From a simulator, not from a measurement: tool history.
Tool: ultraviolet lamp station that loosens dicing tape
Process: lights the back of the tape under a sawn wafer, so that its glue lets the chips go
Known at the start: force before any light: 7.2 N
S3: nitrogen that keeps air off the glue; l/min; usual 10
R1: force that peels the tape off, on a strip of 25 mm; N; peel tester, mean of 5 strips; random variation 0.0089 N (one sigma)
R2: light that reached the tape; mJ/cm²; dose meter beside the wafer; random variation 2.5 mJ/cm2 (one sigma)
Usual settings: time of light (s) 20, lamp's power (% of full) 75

run 1 hour=0.0 | time_of_light_(s)=20 lamp's_power_(%_of_full)=75 S3=10 | R1=0.365 R2=282
run 2 hour=16.8 | time_of_light_(s)=20 lamp's_power_(%_of_full)=75 S3=10 | R1=0.358 R2=283
run 3 hour=33.4 | time_of_light_(s)=20 lamp's_power_(%_of_full)=75 S3=10 | R1=0.355 R2=285
run 4 hour=56.2 | time_of_light_(s)=20 lamp's_power_(%_of_full)=65 S3=10 | R1=0.467 R2=245
run 5 hour=77.4 | time_of_light_(s)=20 lamp's_power_(%_of_full)=65 S3=10 | R1=0.469 R2=248
run 6 hour=93.9 | time_of_light_(s)=15 lamp's_power_(%_of_full)=75 S3=10 | R1=0.610 R2=211
run 7 hour=105.3 | time_of_light_(s)=10 lamp's_power_(%_of_full)=75 S3=10 | R1=1.278 R2=142
run 8 hour=122.7 | time_of_light_(s)=20 lamp's_power_(%_of_full)=98 S3=3 | R1=0.516 R2=375
run 9 hour=145.4 | time_of_light_(s)=35 lamp's_power_(%_of_full)=71 S3=6 | R1=0.237 R2=470
run 10 hour=161.9 | time_of_light_(s)=20 lamp's_power_(%_of_full)=75 S3=20 | R1=0.249 R2=286
run 11 hour=185.3 | time_of_light_(s)=20 lamp's_power_(%_of_full)=75 S3=20 | R1=0.274 R2=287
run 12 hour=207.8 | time_of_light_(s)=21 lamp's_power_(%_of_full)=71 S3=10 | R1=0.391 R2=283
run 13 hour=218.6 | time_of_light_(s)=18 lamp's_power_(%_of_full)=94 S3=3 | R1=0.708 R2=313

4 ways to go on from here, each from the tool as it stands after run 13. What would each give?
run A hour=233.0 | time_of_light_(s)=20 lamp's_power_(%_of_full)=75 S3=10 | R1=? R2=?
run B hour=233.0 | time_of_light_(s)=20 lamp's_power_(%_of_full)=75 S3=13 | R1=? R2=?
run C hour=233.0 | time_of_light_(s)=20 lamp's_power_(%_of_full)=71 S3=6 | R1=? R2=?
run D hour=233.0 | time_of_light_(s)=20 lamp's_power_(%_of_full)=75 S3=8 | R1=? R2=?

run=A R1=0.366 R2=284
run=B R1=0.310 R2=283
run=C R1=0.563 R2=270
run=D R1=0.429 R2=284
Without the tool's hidden state the same runs would have given:
run=A R1=0.365 R2=284
run=B R1=0.310 R2=284
run=C R1=0.561 R2=270
run=D R1=0.428 R2=284
